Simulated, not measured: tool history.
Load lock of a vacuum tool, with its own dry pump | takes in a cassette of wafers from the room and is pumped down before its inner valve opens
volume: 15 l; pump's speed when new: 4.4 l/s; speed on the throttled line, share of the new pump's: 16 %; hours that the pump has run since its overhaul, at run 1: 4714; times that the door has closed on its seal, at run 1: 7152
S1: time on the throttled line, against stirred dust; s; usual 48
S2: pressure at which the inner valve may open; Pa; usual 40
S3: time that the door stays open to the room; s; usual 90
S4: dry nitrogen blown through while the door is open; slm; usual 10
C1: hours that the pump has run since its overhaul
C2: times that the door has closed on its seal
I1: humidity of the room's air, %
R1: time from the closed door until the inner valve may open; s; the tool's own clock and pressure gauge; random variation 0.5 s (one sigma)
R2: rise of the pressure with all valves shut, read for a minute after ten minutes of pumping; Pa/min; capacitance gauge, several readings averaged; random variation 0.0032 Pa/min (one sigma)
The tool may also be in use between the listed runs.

run    hour  S1  S2   S3  S4    C1     C2    I1     R1     R2
  1     0.0  48  40   90  10  4714   7152  42.1   69.0  0.133
  2   184.2  48  40   90  10  4898   8007  44.0   68.6  0.141
  3   346.0  48  40   90  10  5060   8758  45.8   69.5  0.155
  4   579.4  48  40   90  10  5293   9842  45.2   69.9  0.155
  5   675.0  48  58   90  10  5389  10287  47.4   68.8  0.163
  6   783.8  48  58   90  10  5498  10792  47.1   68.5  0.169
  7   906.2  48  40  132  10  5620  11360  43.6   68.8  0.172
  8  1135.3  48  40  132  10  5849  12424  44.8   69.9  0.188
  9  1334.0  88  51   63   6  6048  13347  43.2  102.2  0.171
 10  1445.6  84  32   90  10  6159  13865  46.2  101.0  0.182
 11  1609.7  49  32   90   6  6324  14627  42.0   72.1  0.193

Forecast run 12:
 12  1717.2  49  32  90   6  6431  15127  44.6   ?   ?

R1: 72.5 s
R2: 0.203 Pa/min
Without the tool's hidden state the same run would have given R1 69.6 s, R2 0.111 Pa/min.
